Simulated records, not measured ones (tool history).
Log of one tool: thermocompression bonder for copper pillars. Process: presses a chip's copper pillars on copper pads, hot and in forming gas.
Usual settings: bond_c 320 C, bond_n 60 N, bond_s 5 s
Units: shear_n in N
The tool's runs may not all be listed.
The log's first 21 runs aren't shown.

run   hour  bond_c  bond_n  bond_s  hours of work since the heater was calibrated  hours of work since the force cell was calibrated  hours of work since the gas filter was changed  shear_n
 22  345.3     336      74      15                                            370                                                370                                               9    130.3
 23  356.3     336      74      15                                            375                                                375                                              14    130.6
 24  369.5     336      74      15                                            381                                                381                                              20    130.6
 25  383.7     336      74      15                                            388                                                388                                              27    131.0
 26  396.7     336      39      15                                            394                                                394                                              33    101.9
 27  419.9     336      39      15                                            405                                                405                                              44     99.8
 28  441.7     328      44       7                                            415                                                415                                              54     86.0
 29  457.2     328      44       7                                            422                                                422                                              61     83.5
 30  469.9     328      44       7                                            428                                                428                                              67     85.0
 31  485.2     314      71       8                                            435                                                435                                              74    107.8
 32  501.0     339      84       5                                            442                                                442                                              81    123.5
 33  513.9     339      84       5                                            448                                                448                                              87    121.9
 34  534.8     296      60       8                                            458                                                458                                              97     79.9
 35  556.7     296      60       8                                            468                                                468                                             107     81.7
 36  575.7     327      53       9                                            477                                                477                                             116    100.2
 37  592.9     303      55      14                                            485                                                485                                             124     97.2

Forecast each of these 3 alternatives for the next run:
  A  607.3     297      55      14                                            491                                                491                                             130        ?
  B  607.3     295      73       3                                            491                                                491                                             130        ?
  C  607.3     322      60       3                                            491                                                491                                             130        ?

run  shear_n
  A     91.0
  B     69.5
  C     79.7
Without the tool's hidden state the same runs would have given:
run  shear_n
  A     85.8
  B     64.4
  C     74.8
